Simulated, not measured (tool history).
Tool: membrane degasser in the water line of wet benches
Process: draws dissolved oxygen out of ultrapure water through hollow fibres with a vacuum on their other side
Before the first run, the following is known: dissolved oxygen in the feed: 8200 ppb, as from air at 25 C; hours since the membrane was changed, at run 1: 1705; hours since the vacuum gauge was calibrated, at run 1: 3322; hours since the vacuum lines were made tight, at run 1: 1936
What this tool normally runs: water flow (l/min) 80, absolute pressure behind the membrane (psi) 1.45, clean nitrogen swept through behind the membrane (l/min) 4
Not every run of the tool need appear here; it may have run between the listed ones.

run   hour  water flow (l/min)  absolute pressure behind the membrane (psi)  clean nitrogen swept through behind the membrane (l/min)  hours since the membrane was changed  hours since the vacuum gauge was calibrated  hours since the vacuum lines were made tight  dissolved oxygen in the water behind the degasser (ppb)  pressure that the water loses in the fibres (psi)
  1      0                  80                                         1.45                                                         4                                  1705                                         3322                                          1936                                                    316.4                                              6.302
  2   45.9                  80                                         1.45                                                         4                                  1750                                         3368                                          1982                                                    312.1                                              6.245
  3  107.4                  80                                         1.45                                                         4                                  1812                                         3430                                          2043                                                    316.5                                              6.234
  4  142.2                  80                                         1.71                                                         4                                  1847                                         3464                                          2078                                                      391                                              6.305
  5  211.9                  80                                         1.71                                                         4                                  1916                                         3534                                          2148                                                    383.2                                              6.224
  6  294.8                  80                                         1.71                                                         4                                  1999                                         3617                                          2230                                                    378.9                                              6.289
  7  339.9                  80                                         1.45                                                         4                                  2045                                         3662                                          2276                                                    308.9                                              6.266
  8  404.6                  80                                         1.45                                                         4                                  2109                                         3727                                          2340                                                    310.3                                              6.273
  9  482.7                  83                                         1.45                                                         4                                  2187                                         3805                                          2418                                                    325.2                                              6.522
 10  529.6                  75                                         2.39                                                     10.05                                  2234                                         3852                                          2465                                                    246.6                                              5.836
 11  586.6                  75                                         2.39                                                     10.05                                  2291                                         3909                                          2522                                                      249                                              5.833
 12  639.1                  75                                         1.45                                                      2.19                                  2344                                         3961                                          2575                                                    468.8                                              5.797
 13  688.7                  87                                         1.19                                                      6.32                                  2393                                         4011                                          2624                                                    184.4                                              6.756
 14  768.5                  57                                         1.19                                                      3.36                                  2473                                         4091                                          2704                                                    200.3                                              4.415
 15  834.9                  53                                         1.45                                                      6.92                                  2540                                         4157                                          2771                                                    131.2                                               4.08
 16  875.5                  53                                         1.45                                                      6.92                                  2580                                         4198                                          2811                                                    131.5                                              4.084

Forecast each of these 5 alternatives for the next run:
  A  947.8                 115                                          2.6                                                         4                                  2652                                         4270                                          2883                                                        ?                                                  ?
  B  947.8                  80                                            1                                                       5.5                                  2652                                         4270                                          2883                                                        ?                                                  ?
  C  947.8                 108                                         1.83                                                      2.84                                  2652                                         4270                                          2883                                                        ?                                                  ?
  D  947.8                 106                                         1.25                                                      1.95                                  2652                                         4270                                          2883                                                        ?                                                  ?
  E  947.8                 120                                         1.45                                                      6.92                                  2652                                         4270                                          2883                                                        ?                                                  ?

run  dissolved oxygen in the water behind the degasser (ppb)  pressure that the water loses in the fibres (psi)
  A                                                    847.5                                              8.808
  B                                                    138.9                                              6.163
  C                                                    710.5                                               8.34
  D                                                    545.2                                              8.142
  E                                                    299.7                                              9.235
Take away the tool's hidden state, keep each run's random variation, and the runs would have read:
run  dissolved oxygen in the water behind the degasser (ppb)  pressure that the water loses in the fibres (psi)
  A                                                    847.4                                              9.004
  B                                                    138.8                                                6.3
  C                                                    710.3                                              8.525
  D                                                      545                                              8.324
  E                                                    299.6                                              9.439
